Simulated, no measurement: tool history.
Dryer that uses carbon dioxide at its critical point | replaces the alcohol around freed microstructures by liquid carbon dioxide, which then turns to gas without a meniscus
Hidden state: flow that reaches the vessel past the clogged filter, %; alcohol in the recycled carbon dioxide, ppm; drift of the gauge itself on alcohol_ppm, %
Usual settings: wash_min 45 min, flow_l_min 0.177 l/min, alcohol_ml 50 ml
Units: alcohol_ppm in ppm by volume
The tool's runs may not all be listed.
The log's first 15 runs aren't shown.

run,day,wash_min,flow_l_min,alcohol_ml,hours of work since the filter was changed,hours of work since the purifier's bed was changed,alcohol_ppm
16,19.442,45,0.23,50,326,833,115
17,21.404,45,0.177,50,352,859,138
18,22.792,45,0.177,50,370,877,145
# day 23.358: inlet filter changed
19,24.771,54,0.177,50,19,903,113
20,26.812,45,0.177,29,46,930,124
21,27.808,63,0.268,57,59,943,108
22,29.712,47,0.107,61,84,968,567
23,30.767,45,0.275,96,98,982,114
24,32.367,45,0.275,96,119,1003,117
25,34.438,45,0.177,101,146,1030,179
26,35.533,36,0.177,76,160,1045,304
27,36.792,47,0.136,50,177,1061,235
28,38.008,29,0.177,34,193,1077,413
29,39.654,29,0.177,34,215,1099,410
30,40.9,29,0.196,34,231,1115,327
31,42.746,30,0.29,34,255,1140,139
32,43.983,30,0.29,34,272,1156,149
33,45.608,64,0.177,47,293,1177,148

Forecast each of these 3 alternatives for the next run:
A,46.758,45,0.2,104,308,1192,?
B,46.758,30,0.123,22,308,1192,?
C,46.758,45,0.177,27,308,1192,?

run,alcohol_ppm
A,174
B,868
C,166
Without the tool's hidden state the same runs would have given:
run,alcohol_ppm
A,21
B,559
C,17
